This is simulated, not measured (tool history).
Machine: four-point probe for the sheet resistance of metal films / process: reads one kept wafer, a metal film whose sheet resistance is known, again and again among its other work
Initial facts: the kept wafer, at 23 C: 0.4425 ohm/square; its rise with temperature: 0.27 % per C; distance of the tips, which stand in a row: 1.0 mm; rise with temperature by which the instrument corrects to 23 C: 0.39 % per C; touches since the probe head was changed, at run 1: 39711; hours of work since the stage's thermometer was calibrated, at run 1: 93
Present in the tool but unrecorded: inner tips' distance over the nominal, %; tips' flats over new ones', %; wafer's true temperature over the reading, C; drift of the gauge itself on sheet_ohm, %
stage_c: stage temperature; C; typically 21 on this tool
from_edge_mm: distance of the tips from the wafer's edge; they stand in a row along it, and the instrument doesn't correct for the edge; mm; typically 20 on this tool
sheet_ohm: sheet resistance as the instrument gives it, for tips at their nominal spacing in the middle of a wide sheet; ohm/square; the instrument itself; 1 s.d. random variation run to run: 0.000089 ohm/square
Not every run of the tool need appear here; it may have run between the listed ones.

run,hour,stage_c,from_edge_mm,touches since the probe head was changed,hours of work since the stage's thermometer was calibrated,sheet_ohm
1,0.0,21,20,39711,93,0.444267
2,22.8,21,20,40506,103,0.444388
3,36.3,21,20,40979,108,0.444317
4,53.7,21,20,41586,116,0.444383
5,64.4,21,20,41957,120,0.444203
6,73.9,21,20,42292,124,0.444392
7,91.0,20,20,42887,131,0.444756
8,112.3,20,20,43629,141,0.444795
9,130.3,20,20,44259,148,0.444628
10,153.6,20,20,45073,158,0.444680
11,164.4,21,20,45450,163,0.444129
12,179.0,21,49,45959,169,0.443712
13,189.5,21,49,46325,173,0.443602
14,213.2,21,61,47151,183,0.443604
15,234.8,21,61,47906,193,0.443588
16,256.9,21,61,48677,202,0.443442
17,271.8,21,61,49197,208,0.443536
18,288.4,33,6,49777,215,0.443921
19,299.5,21,7,50163,220,0.448137
# hour 300.9: stage's thermometer calibrated
20,318.9,21,7,50824,8,0.448160
21,332.3,21,7,51291,13,0.448282
22,353.3,21,7,52025,22,0.448143
23,368.1,31,16,52540,28,0.439228
# hour 379.7: stage's thermometer calibrated, once more
24,387.4,31,16,53198,3,0.438955
25,409.9,27,53,53982,13,0.440327
26,421.8,22,28,54396,18,0.442889
27,437.7,28,72,54951,25,0.439834
28,453.9,23,19,55517,31,0.442739
29,472.0,24,72,56149,39,0.441679
30,490.6,21,6,56800,47,0.449607
31,512.4,21,6,57559,56,0.449539

Below are 5 alternative next runs, each starting from the tool's condition after run 31. Predict each:
A,530.4,32,8,58187,64,?
B,530.4,28,6,58187,64,?
C,530.4,33,55,58187,64,?
D,530.4,29,6,58187,64,?
E,530.4,29,68,58187,64,?

run,sheet_ohm
A,0.441343
B,0.446076
C,0.437089
D,0.445690
E,0.439105
Had the tool no hidden state, the same runs would have come out as:
run,sheet_ohm
A,0.441761
B,0.446500
C,0.437503
D,0.446114
E,0.439523

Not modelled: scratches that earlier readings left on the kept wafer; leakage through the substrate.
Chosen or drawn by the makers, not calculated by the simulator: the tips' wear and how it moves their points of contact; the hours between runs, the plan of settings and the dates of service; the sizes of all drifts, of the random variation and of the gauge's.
